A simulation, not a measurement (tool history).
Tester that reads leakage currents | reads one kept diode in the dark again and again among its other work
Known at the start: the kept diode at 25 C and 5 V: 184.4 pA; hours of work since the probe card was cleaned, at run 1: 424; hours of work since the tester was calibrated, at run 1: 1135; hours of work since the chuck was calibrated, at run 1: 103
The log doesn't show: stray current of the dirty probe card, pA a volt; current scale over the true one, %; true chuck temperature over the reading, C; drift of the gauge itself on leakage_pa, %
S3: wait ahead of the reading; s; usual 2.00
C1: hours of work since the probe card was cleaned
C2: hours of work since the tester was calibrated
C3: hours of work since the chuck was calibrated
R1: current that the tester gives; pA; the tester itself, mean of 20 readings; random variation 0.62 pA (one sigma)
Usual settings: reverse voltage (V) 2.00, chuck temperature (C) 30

run 1 day=0.000 | reverse_voltage_(V)=2.00 chuck_temperature_(C)=30 S3=2.00 | C1=424 C2=1135 C3=103 | R1=208.67
run 2 day=4.408 | reverse_voltage_(V)=2.00 chuck_temperature_(C)=30 S3=3.40 | C1=471 C2=1182 C3=150 | R1=208.29
run 3 day=9.096 | reverse_voltage_(V)=2.00 chuck_temperature_(C)=30 S3=3.40 | C1=521 C2=1232 C3=200 | R1=209.43
run 4 day=11.588 | reverse_voltage_(V)=2.00 chuck_temperature_(C)=30 S3=3.40 | C1=547 C2=1259 C3=227 | R1=208.25
run 5 day=15.046 | reverse_voltage_(V)=2.00 chuck_temperature_(C)=30 S3=2.00 | C1=584 C2=1296 C3=264 | R1=210.17
run 6 day=17.662 | reverse_voltage_(V)=2.00 chuck_temperature_(C)=30 S3=2.00 | C1=612 C2=1323 C3=291 | R1=210.20
run 7 day=22.208 | reverse_voltage_(V)=2.00 chuck_temperature_(C)=30 S3=0.78 | C1=660 C2=1372 C3=340 | R1=210.70
run 8 day=24.388 | reverse_voltage_(V)=14.68 chuck_temperature_(C)=30 S3=0.78 | C1=684 C2=1395 C3=363 | R1=413.36
run 9 day=27.121 | reverse_voltage_(V)=14.68 chuck_temperature_(C)=30 S3=0.78 | C1=713 C2=1424 C3=392 | R1=412.66
run 10 day=31.804 | reverse_voltage_(V)=7.07 chuck_temperature_(C)=41 S3=3.19 | C1=763 C2=1474 C3=442 | R1=745.26
run 11 day=35.812 | reverse_voltage_(V)=7.07 chuck_temperature_(C)=41 S3=3.19 | C1=805 C2=1517 C3=485 | R1=752.81
run 12 day=38.617 | reverse_voltage_(V)=7.07 chuck_temperature_(C)=41 S3=3.19 | C1=835 C2=1547 C3=515 | R1=752.76
run 13 day=40.667 | reverse_voltage_(V)=2.05 chuck_temperature_(C)=41 S3=3.19 | C1=857 C2=1569 C3=537 | R1=501.69
run 14 day=44.658 | reverse_voltage_(V)=1.97 chuck_temperature_(C)=30 S3=1.08 | C1=900 C2=1611 C3=579 | R1=214.35
run 15 day=47.375 | reverse_voltage_(V)=2.00 chuck_temperature_(C)=30 S3=3.92 | C1=929 C2=1640 C3=608 | R1=215.08
run 16 day=51.550 | reverse_voltage_(V)=13.60 chuck_temperature_(C)=47 S3=0.87 | C1=973 C2=1685 C3=653 | R1=1455.34
run 17 day=55.554 | reverse_voltage_(V)=2.00 chuck_temperature_(C)=30 S3=9.31 | C1=1016 C2=1727 C3=695 | R1=216.57

Forecast each of these 3 alternatives for the next run:
run A day=58.779 | reverse_voltage_(V)=1.06 chuck_temperature_(C)=30 S3=8.68 | C1=1050 C2=1762 C3=730 | R1=?
run B day=58.779 | reverse_voltage_(V)=1.19 chuck_temperature_(C)=31 S3=9.31 | C1=1050 C2=1762 C3=730 | R1=?
run C day=58.779 | reverse_voltage_(V)=2.05 chuck_temperature_(C)=30 S3=2.00 | C1=1050 C2=1762 C3=730 | R1=?

run=A R1=176.39
run=B R1=198.63
run=C R1=218.86
Without the tool's hidden state the same runs would have given:
run=A R1=166.41
run=B R1=187.44
run=C R1=206.09

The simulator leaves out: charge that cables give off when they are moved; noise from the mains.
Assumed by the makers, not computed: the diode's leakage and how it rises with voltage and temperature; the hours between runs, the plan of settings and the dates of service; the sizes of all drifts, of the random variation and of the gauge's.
